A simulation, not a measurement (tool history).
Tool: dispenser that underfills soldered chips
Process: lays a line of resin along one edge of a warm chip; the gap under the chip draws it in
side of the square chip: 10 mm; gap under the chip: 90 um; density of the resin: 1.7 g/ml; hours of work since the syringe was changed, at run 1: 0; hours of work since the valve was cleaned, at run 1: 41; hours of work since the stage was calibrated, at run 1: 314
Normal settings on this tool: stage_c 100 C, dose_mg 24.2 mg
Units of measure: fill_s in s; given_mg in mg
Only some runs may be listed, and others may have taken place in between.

| run | day | stage_c | dose_mg | hours of work since the syringe was changed | hours of work since the valve was cleaned | hours of work since the stage was calibrated | fill_s | given_mg |
|---|---|---|---|---|---|---|---|---|
| 1 | 0.000 | 100 | 24.2 | 0 | 41 | 314 | 52.5 | 23.48 |
| 2 | 0.446 | 100 | 24.2 | 7 | 48 | 321 | 72.2 | 23.60 |
|  | 0.542 | new syringe of resin |
| 3 | 0.883 | 91 | 24.2 | 5 | 54 | 328 | 92.5 | 23.44 |
|  | 1.088 | new syringe of resin |
| 4 | 1.421 | 91 | 24.2 | 5 | 63 | 336 | 92.2 | 23.32 |
|  | 1.617 | new syringe of resin |
| 5 | 1.842 | 91 | 24.2 | 4 | 69 | 343 | 85.4 | 23.05 |
|  | 2.158 | new syringe of resin |
| 6 | 2.404 | 91 | 24.2 | 4 | 78 | 351 | 85.6 | 23.04 |
|  | 2.704 | new syringe of resin |
| 7 | 2.842 | 91 | 24.2 | 2 | 85 | 358 | 80.5 | 22.78 |
|  | 3.262 | new syringe of resin |
| 8 | 3.371 | 91 | 24.2 | 2 | 93 | 366 | 80.4 | 22.84 |
| 9 | 3.608 | 98 | 21.2 | 6 | 97 | 370 | 72.9 | 19.96 |
|  | 3.788 | new syringe of resin |
| 10 | 4.125 | 98 | 21.2 | 5 | 105 | 378 | 73.8 | 19.76 |
|  | 4.333 | new syringe of resin |
| 11 | 4.483 | 89 | 22.3 | 2 | 110 | 383 | 90.2 | 20.66 |
| 12 | 4.767 | 100 | 21.7 | 7 | 114 | 388 | 73.4 | 19.91 |
|  | 4.871 | new syringe of resin |
| 13 | 5.054 | 100 | 21.7 | 3 | 119 | 392 | 60.5 | 19.67 |

Consider 3 possible next runs. They are alternatives, not a sequence: every one starts from the tool as it was left by run 13. What does each give?
|  | 5.429 | new syringe of resin |
| A | 5.562 | 114 | 25.9 | 2 | 127 | 400 | ? | ? |
|  | 5.429 | new syringe of resin |
| B | 5.562 | 106 | 25.3 | 2 | 127 | 400 | ? | ? |
|  | 5.429 | new syringe of resin |
| C | 5.562 | 94 | 30.0 | 2 | 127 | 400 | ? | ? |

| run | fill_s | given_mg |
|---|---|---|
| A | 34.8 | 23.56 |
| B | 47.4 | 23.45 |
| C | 72.6 | 27.55 |
Without the tool's hidden state the same runs would have given:
| run | fill_s | given_mg |
|---|---|---|
| A | 27.9 | 25.71 |
| B | 37.6 | 25.59 |
| C | 57.6 | 30.07 |
